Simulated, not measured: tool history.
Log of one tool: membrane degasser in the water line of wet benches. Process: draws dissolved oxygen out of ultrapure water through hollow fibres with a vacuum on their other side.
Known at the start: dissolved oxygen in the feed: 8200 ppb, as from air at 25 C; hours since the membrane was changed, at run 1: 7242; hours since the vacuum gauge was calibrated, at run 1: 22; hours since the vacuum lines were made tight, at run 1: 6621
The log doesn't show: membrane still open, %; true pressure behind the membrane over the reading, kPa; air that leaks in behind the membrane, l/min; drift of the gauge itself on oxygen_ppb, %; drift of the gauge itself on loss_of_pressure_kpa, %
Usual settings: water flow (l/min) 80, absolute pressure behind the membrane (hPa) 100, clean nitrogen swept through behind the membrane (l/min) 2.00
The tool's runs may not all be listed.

run,hour,water flow (l/min),absolute pressure behind the membrane (hPa),clean nitrogen swept through behind the membrane (l/min),hours since the membrane was changed,hours since the vacuum gauge was calibrated,hours since the vacuum lines were made tight,dissolved oxygen in the water behind the degasser (ppb),pressure that the water loses in the fibres (hPa)
1,0.0,80,100,2.00,7242,22,6621,746.6,693.4
2,245.4,80,100,2.00,7488,268,6867,744.1,693.8
3,413.4,80,100,2.00,7656,436,7034,739.1,691.3
4,585.7,80,100,2.00,7828,608,7207,747.9,694.4
5,818.1,80,111,2.00,8060,841,7439,821.3,693.9
6,993.5,80,111,2.00,8236,1016,7615,820.2,692.0
7,1153.2,80,100,2.00,8395,1176,7774,743.9,695.4
8,1365.6,80,100,2.00,8608,1388,7987,741.5,695.6
9,1582.5,80,100,2.00,8825,1605,8204,746.4,690.5
# hour 1752.9: seals of the vacuum lines changed
10,1752.9,80,100,2.00,8993,1773,0,745.8,694.7
11,1939.6,80,100,2.00,9180,1960,187,739.2,694.0
12,2169.9,80,100,2.00,9410,2190,417,749.8,694.3
13,2309.8,80,147,2.00,9550,2330,557,1055.9,695.0
14,2509.0,127,100,2.00,9749,2529,756,1286.3,1101.0
15,2677.1,127,100,2.00,9917,2697,924,1287.3,1099.5
16,2803.9,127,100,2.00,10044,2824,1051,1293.6,1103.4
17,2918.0,92,88,2.00,10158,2938,1165,793.5,796.5
18,3146.6,55,88,2.15,10387,3167,1394,387.7,476.1
19,3333.4,55,88,2.15,10574,3354,1581,390.6,476.1
20,3475.0,55,88,2.15,10715,3495,1722,385.1,476.7
21,3613.8,55,88,2.15,10854,3634,1861,386.1,479.1
22,3817.3,97,88,2.31,11058,3838,2064,808.3,841.5
23,3971.6,97,88,2.31,11212,3992,2219,807.8,840.9
24,4153.0,118,177,4.63,11393,4173,2400,1231.4,1025.5
25,4298.7,118,177,4.63,11539,4319,2546,1224.6,1023.2
26,4495.6,61,102,1.45,11736,4516,2743,662.0,531.6
27,4611.6,103,102,1.31,11852,4632,2859,1228.1,895.1
28,4837.1,103,94,3.12,12077,4858,3084,818.8,893.1
29,5052.9,103,84,1.08,12293,5073,3300,1117.9,893.7
30,5170.2,80,81,2.53,12410,5191,3417,554.4,695.8
31,5278.5,80,81,2.53,12519,5299,3526,554.3,697.4
32,5392.1,125,147,2.18,12632,5413,3639,1595.6,1086.0

Hidden state at the last listed run before each entry between runs and at the first one after, where it differs:
Between runs 9 and 10: seals of the vacuum lines changed (hour 1752.9)
  air that leaks in behind the membrane, l/min: 0.0024 -> 0.002

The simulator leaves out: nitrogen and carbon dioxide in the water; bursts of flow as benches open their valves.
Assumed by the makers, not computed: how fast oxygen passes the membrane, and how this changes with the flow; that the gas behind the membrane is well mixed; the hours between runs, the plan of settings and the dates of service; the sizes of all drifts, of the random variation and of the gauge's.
